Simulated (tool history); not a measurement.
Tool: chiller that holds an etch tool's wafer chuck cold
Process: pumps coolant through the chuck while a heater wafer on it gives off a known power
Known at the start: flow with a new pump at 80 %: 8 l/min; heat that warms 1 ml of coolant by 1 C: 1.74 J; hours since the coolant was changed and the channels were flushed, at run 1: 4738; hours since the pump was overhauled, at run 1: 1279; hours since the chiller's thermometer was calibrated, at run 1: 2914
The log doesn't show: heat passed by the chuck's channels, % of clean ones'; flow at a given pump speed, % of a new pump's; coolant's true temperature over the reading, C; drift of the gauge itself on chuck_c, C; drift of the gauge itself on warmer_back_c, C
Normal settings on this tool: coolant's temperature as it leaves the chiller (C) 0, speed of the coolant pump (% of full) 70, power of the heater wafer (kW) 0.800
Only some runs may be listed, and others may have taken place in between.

run,hour,coolant's temperature as it leaves the chiller (C),speed of the coolant pump (% of full),power of the heater wafer (kW),hours since the coolant was changed and the channels were flushed,hours since the pump was overhauled,hours since the chiller's thermometer was calibrated,chuck's temperature once it has settled (C),how much warmer the coolant comes back (C)
1,0.0,0,70,0.800,4738,1279,2914,7.2,4.05
2,46.5,0,70,0.800,4784,1325,2960,7.3,4.03
3,80.7,0,70,0.800,4819,1359,2995,7.1,3.97
4,115.4,0,96,0.800,4853,1394,3029,5.2,2.89
5,138.8,0,96,0.894,4877,1417,3053,6.0,3.29
6,159.7,0,66,0.894,4898,1438,3074,8.6,4.74
7,194.8,0,66,0.894,4933,1473,3109,8.4,4.69
8,239.3,0,66,0.894,4977,1518,3153,8.4,4.78
9,277.6,0,66,0.894,5016,1556,3192,8.4,4.73
10,297.7,0,70,0.800,5036,1576,3212,7.2,3.96
11,335.9,0,70,0.800,5074,1614,3250,7.2,4.04
12,361.3,0,70,0.800,5099,1640,3275,7.2,4.01
13,408.4,0,70,0.800,5146,1687,3322,7.3,4.04
14,441.6,0,78,0.800,5180,1720,3355,6.7,3.59
15,469.6,-2,70,0.800,5208,1748,3383,5.2,4.09
16,488.6,0,70,0.594,5227,1767,3403,5.1,3.00
17,509.9,0,77,0.800,5248,1788,3424,6.7,3.62
18,536.2,0,77,0.800,5274,1815,3450,6.5,3.72
19,560.6,2,99,0.571,5299,1839,3474,5.5,2.06
20,591.9,8,75,0.800,5330,1870,3506,14.8,3.79
21,611.5,-4,79,0.828,5349,1890,3525,2.7,3.70
22,652.7,1,79,1.019,5391,1931,3567,9.2,4.55
23,679.4,0,70,0.649,5417,1958,3593,5.6,3.29
24,707.9,0,70,0.649,5446,1986,3622,5.8,3.30
25,741.3,9,69,0.963,5479,2020,3655,17.9,4.98
26,768.8,-9,61,1.039,5507,2047,3683,1.6,6.02

Run 27 is up next; what results do you expect?
27,802.5,0,70,0.888,5540,2081,3716,?,?

Run 27 yielded chuck's temperature once it has settled (C) 8.1, how much warmer the coolant comes back (C) 4.46.
Were there no unlogged condition in the tool, this run, its random variation unchanged, would have produced chuck's temperature once it has settled (C) 7.9, how much warmer the coolant comes back (C) 4.33.
